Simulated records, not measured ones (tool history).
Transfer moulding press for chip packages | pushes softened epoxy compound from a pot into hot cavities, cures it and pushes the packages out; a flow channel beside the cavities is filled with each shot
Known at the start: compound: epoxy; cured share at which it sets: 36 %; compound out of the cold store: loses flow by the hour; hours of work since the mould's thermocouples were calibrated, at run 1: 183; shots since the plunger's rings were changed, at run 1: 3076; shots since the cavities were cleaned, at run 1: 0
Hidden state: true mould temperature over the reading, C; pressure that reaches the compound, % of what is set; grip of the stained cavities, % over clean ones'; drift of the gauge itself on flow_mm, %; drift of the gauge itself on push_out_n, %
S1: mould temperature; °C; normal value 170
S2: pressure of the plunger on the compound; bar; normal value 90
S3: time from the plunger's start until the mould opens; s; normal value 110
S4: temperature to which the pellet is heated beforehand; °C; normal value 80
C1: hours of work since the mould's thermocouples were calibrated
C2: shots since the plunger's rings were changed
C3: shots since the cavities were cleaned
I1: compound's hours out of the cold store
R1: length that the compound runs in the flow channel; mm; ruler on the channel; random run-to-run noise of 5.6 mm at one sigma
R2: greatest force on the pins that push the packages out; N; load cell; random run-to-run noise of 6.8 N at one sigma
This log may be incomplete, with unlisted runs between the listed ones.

run,day,S1,S2,S3,S4,C1,C2,C3,I1,R1,R2
1,0,170,90,110,80,183,3076,0,17.9,593,286
2,0.321,170,90,110,80,188,3169,93,11.6,608,363
3,0.65,170,90,110,80,193,3263,187,26.5,578,424
4,1.029,170,90,110,80,200,3373,297,9.7,613,468
5,1.4,170,90,91,80,206,3480,404,19.2,585,690
6,1.729,170,90,91,80,211,3574,498,41.4,535,687
7,2,170,90,91,80,215,3652,576,22.5,581,779
8,2.383,170,97.8,91,80,221,3762,686,47.7,560,734
9,2.654,170,97.8,91,85,226,3841,765,10.8,635,832
10,2.817,170,88.8,91,85,228,3888,812,41.2,537,801
11,3.167,170,97.5,110,80,234,3989,913,29.9,581,574
12,3.388,170,97.5,110,80,238,4052,976,17.2,625,598
# day 3.646: cavities cleaned with cleaning compound and waxed
13,3.779,170,90,110,80,243,4147,38,13,597,331
14,4.004,170,90,110,80,247,4211,102,45.1,527,361
15,4.283,170,90,110,80,251,4293,184,23.8,565,438
16,4.608,170,90,110,83,256,4386,277,23.8,578,469
17,4.912,164,90,145,83,261,4474,365,33.6,568,466
18,5.3,170,90,99,80,268,4586,477,38,535,620
19,5.467,170,90,135,80,270,4633,524,25.6,563,450
20,5.804,170,90,114,80,276,4730,621,15.7,595,557
21,6.083,170,88.8,114,80,280,4811,702,29,559,565
22,6.362,169,90,93,80,285,4891,782,43.3,530,806
23,6.638,169,90,93,83,289,4971,862,19.2,579,864
24,6.862,170,90,110,79,293,5035,926,47.9,514,573
25,7.154,174,70.7,112,83,297,5119,1010,10.3,524,511
# day 7.283: plunger's sealing rings changed
# day 7.408: cavities cleaned with cleaning compound and waxed
26,7.629,170,90,91,84,302,82,64,42.5,572,440
27,7.962,170,90,91,84,308,178,160,31.6,587,547
28,8.217,162,90,91,84,312,250,232,14.2,665,1202

What if the next run were any one of these 4? Each begins from the tool's condition after run 28:
A,8.483,162,105.1,91,84,316,327,309,33.7,?,?
B,8.483,163,80.7,126,84,316,327,309,9.1,?,?
C,8.483,162,88.7,91,84,316,327,309,39.5,?,?
D,8.483,170,90,110,74,316,327,309,19.9,?,?

run,R1,R2
A,668,1229
B,632,625
C,603,1197
D,624,488
Stripped of hidden state, with their random variation kept, the same runs would have yielded:
run,R1,R2
A,668,700
B,633,353
C,603,684
D,625,280
